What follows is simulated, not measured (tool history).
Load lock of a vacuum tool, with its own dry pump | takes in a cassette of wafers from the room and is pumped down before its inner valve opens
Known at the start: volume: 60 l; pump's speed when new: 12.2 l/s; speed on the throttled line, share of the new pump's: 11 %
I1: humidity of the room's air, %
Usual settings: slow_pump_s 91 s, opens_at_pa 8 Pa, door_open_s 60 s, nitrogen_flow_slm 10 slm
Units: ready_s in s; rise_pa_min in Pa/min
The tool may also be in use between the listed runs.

{"run": 1, "hour": 0.0, "slow_pump_s": 91, "opens_at_pa": 8, "door_open_s": 60, "nitrogen_flow_slm": 10, "I1": 46.2, "ready_s": 131.9, "rise_pa_min": 0.115}
{"run": 2, "hour": 56.1, "slow_pump_s": 91, "opens_at_pa": 8, "door_open_s": 60, "nitrogen_flow_slm": 9, "I1": 43.3, "ready_s": 132.3, "rise_pa_min": 0.107}
{"run": 3, "hour": 168.6, "slow_pump_s": 91, "opens_at_pa": 8, "door_open_s": 60, "nitrogen_flow_slm": 9, "I1": 46.0, "ready_s": 131.0, "rise_pa_min": 0.113}
{"run": 4, "hour": 263.3, "slow_pump_s": 91, "opens_at_pa": 8, "door_open_s": 60, "nitrogen_flow_slm": 9, "I1": 47.8, "ready_s": 131.7, "rise_pa_min": 0.119}
{"run": 5, "hour": 343.2, "slow_pump_s": 91, "opens_at_pa": 8, "door_open_s": 60, "nitrogen_flow_slm": 10, "I1": 41.5, "ready_s": 129.6, "rise_pa_min": 0.11}
{"run": 6, "hour": 450.8, "slow_pump_s": 91, "opens_at_pa": 8, "door_open_s": 60, "nitrogen_flow_slm": 10, "I1": 45.3, "ready_s": 130.4, "rise_pa_min": 0.114}
{"run": 7, "hour": 507.1, "slow_pump_s": 91, "opens_at_pa": 12, "door_open_s": 60, "nitrogen_flow_slm": 10, "I1": 46.6, "ready_s": 128.6, "rise_pa_min": 0.121}
{"run": 8, "hour": 628.0, "slow_pump_s": 91, "opens_at_pa": 12, "door_open_s": 60, "nitrogen_flow_slm": 10, "I1": 45.7, "ready_s": 128.3, "rise_pa_min": 0.122}
{"run": 9, "hour": 712.3, "slow_pump_s": 91, "opens_at_pa": 12, "door_open_s": 60, "nitrogen_flow_slm": 10, "I1": 46.2, "ready_s": 129.2, "rise_pa_min": 0.12}
{"run": 10, "hour": 795.0, "slow_pump_s": 91, "opens_at_pa": 14, "door_open_s": 60, "nitrogen_flow_slm": 10, "I1": 43.6, "ready_s": 129.1, "rise_pa_min": 0.124}
{"run": 11, "hour": 899.4, "slow_pump_s": 91, "opens_at_pa": 8, "door_open_s": 60, "nitrogen_flow_slm": 10, "I1": 45.6, "ready_s": 130.5, "rise_pa_min": 0.135}
{"run": 12, "hour": 968.8, "slow_pump_s": 46, "opens_at_pa": 16, "door_open_s": 95, "nitrogen_flow_slm": 13, "I1": 40.7, "ready_s": 87.3, "rise_pa_min": 0.131}
{"run": 13, "hour": 1073.8, "slow_pump_s": 91, "opens_at_pa": 8, "door_open_s": 60, "nitrogen_flow_slm": 22, "I1": 44.1, "ready_s": 131.1, "rise_pa_min": 0.124}

Run 14 comes next. What will it give?
{"run": 14, "hour": 1134.9, "slow_pump_s": 91, "opens_at_pa": 13, "door_open_s": 93, "nitrogen_flow_slm": 23, "I1": 42.9, "ready_s": "?", "rise_pa_min": "?"}

ready_s: 128.7 s
rise_pa_min: 0.132 Pa/min
Without the tool's hidden state the same run would have given ready_s 125.6 s, rise_pa_min 0.026 Pa/min.
